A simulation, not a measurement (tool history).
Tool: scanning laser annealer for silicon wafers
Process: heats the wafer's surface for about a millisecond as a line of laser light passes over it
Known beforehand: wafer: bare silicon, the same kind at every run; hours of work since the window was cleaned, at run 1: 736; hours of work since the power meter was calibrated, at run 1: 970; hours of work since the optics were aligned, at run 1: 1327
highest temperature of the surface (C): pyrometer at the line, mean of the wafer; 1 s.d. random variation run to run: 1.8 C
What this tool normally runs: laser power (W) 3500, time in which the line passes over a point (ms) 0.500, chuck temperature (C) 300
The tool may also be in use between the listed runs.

run   hour  laser power (W)  time in which the line passes over a point (ms)  chuck temperature (C)  hours of work since the window was cleaned  hours of work since the power meter was calibrated  hours of work since the optics were aligned  highest temperature of the surface (C)
  1    0.0             3500                                            0.500                    300                                         736                                                 970                                         1327                                    1035
  2   32.0             3500                                            0.500                    300                                         759                                                 993                                         1350                                    1033
  3   66.9             3500                                            0.500                    340                                         785                                                1019                                         1376                                    1073
  4   95.0             3500                                            0.500                    300                                         805                                                1039                                         1396                                    1030
     123.1  -- window over the wafer cleaned
  5  126.4             3500                                            0.500                    300                                           2                                                1061                                         1418                                    1051
  6  151.8             3500                                            0.500                    300                                          21                                                1079                                         1436                                    1047
  7  169.0             3500                                            0.500                    300                                          34                                                1092                                         1449                                    1050
  8  183.3             3500                                            0.500                    300                                          44                                                1102                                         1459                                    1046
  9  199.4             3177                                            0.532                    298                                          56                                                1114                                         1471                                     982
 10  218.5             3177                                            0.479                    285                                          70                                                1128                                         1485                                     932
 11  251.2             3500                                            0.375                    329                                          94                                                1152                                         1509                                     974

Run 12, settings as shown, results not yet in. Your forecast:
     268.6  -- optics aligned, line set to its width
 12  283.8             3005                                            0.466                    329                                         114                                                1172                                           11                                       ?

Run 12 gave highest temperature of the surface (C) 928.
With no hidden state in the tool, this same run would have given highest temperature of the surface (C) 929.
